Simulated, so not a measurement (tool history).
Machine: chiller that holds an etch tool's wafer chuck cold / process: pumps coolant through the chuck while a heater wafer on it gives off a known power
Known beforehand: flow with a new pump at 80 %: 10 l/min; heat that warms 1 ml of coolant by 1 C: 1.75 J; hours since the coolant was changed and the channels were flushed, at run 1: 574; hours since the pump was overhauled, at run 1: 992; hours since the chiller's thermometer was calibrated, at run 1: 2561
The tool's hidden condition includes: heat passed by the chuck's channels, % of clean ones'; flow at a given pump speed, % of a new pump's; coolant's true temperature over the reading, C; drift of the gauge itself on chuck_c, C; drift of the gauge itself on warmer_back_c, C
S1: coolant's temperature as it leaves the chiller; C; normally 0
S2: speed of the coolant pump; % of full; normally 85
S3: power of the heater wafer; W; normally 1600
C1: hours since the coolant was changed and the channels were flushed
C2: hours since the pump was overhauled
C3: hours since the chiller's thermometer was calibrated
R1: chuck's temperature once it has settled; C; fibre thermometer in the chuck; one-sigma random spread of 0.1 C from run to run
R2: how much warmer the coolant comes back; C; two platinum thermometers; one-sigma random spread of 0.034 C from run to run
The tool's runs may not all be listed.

run,day,S1,S2,S3,C1,C2,C3,R1,R2
1,0.000,0,85,1600,574,992,2561,17.7,5.18
2,1.246,0,85,1600,604,1022,2591,17.6,5.28
3,1.921,0,85,1600,620,1038,2607,17.7,5.19
4,2.629,0,85,1600,637,1056,2625,17.5,5.21
5,3.846,0,85,1600,667,1085,2654,17.6,5.26
6,4.996,0,85,1600,694,1112,2681,17.5,5.20
7,5.888,1,85,1600,716,1134,2703,18.4,5.25
8,6.708,1,85,1600,735,1153,2722,18.9,5.23
9,7.850,0,85,1491,763,1181,2750,16.6,4.87
10,8.808,0,85,1491,786,1204,2773,16.6,4.84
11,9.825,0,85,1491,810,1228,2797,16.4,4.88
12,10.875,0,85,1600,835,1253,2822,17.8,5.27
13,12.092,0,85,1600,864,1283,2852,17.7,5.17
14,13.267,0,85,1600,893,1311,2880,17.9,5.21
15,13.846,0,85,1600,907,1325,2894,17.8,5.24
16,15.050,0,85,1600,935,1354,2923,17.7,5.23
17,15.617,0,85,1600,949,1367,2936,17.9,5.25
18,16.446,0,88,1600,969,1387,2956,17.4,5.05
19,17.046,0,88,1600,983,1401,2970,17.4,5.01
20,18.192,-1,85,1600,1011,1429,2998,16.8,5.22
21,18.817,-1,85,1600,1026,1444,3013,16.9,5.21
# day 18.929: chiller's thermometer calibrated
22,19.625,-1,85,1600,1044,1462,17,16.8,5.20
23,20.225,-1,85,1600,1059,1477,31,16.7,5.23
24,20.754,-6,99,1263,1071,1489,44,6.7,3.56
25,21.325,10,66,838,1085,1503,58,20.9,3.61
26,22.158,-3,80,2378,1105,1523,77,24.9,8.38
27,23.154,-3,80,2378,1129,1547,101,25.1,8.35
28,24.029,9,100,2378,1150,1568,122,33.0,6.52
# day 24.150: chiller's thermometer calibrated, once more
29,24.779,-3,99,879,1167,1585,15,6.2,2.47
30,25.683,-3,99,879,1189,1607,37,6.2,2.47
31,26.208,-5,99,1236,1201,1619,49,8.2,3.47
32,27.008,0,61,875,1221,1639,69,12.6,4.03
33,27.883,-4,85,1600,1241,1660,90,14.6,5.32

Forecast each of these 3 alternatives for the next run:
A,28.596,-10,76,1046,1259,1677,107,?,?
B,28.596,-4,64,1600,1259,1677,107,?,?
C,28.596,7,62,1989,1259,1677,107,?,?

run,R1,R2
A,3.1,3.82
B,18.7,7.13
C,35.2,9.14
Had the tool no hidden state, the same runs would have come out as:
run,R1,R2
A,2.3,3.74
B,17.3,6.98
C,33.5,8.94
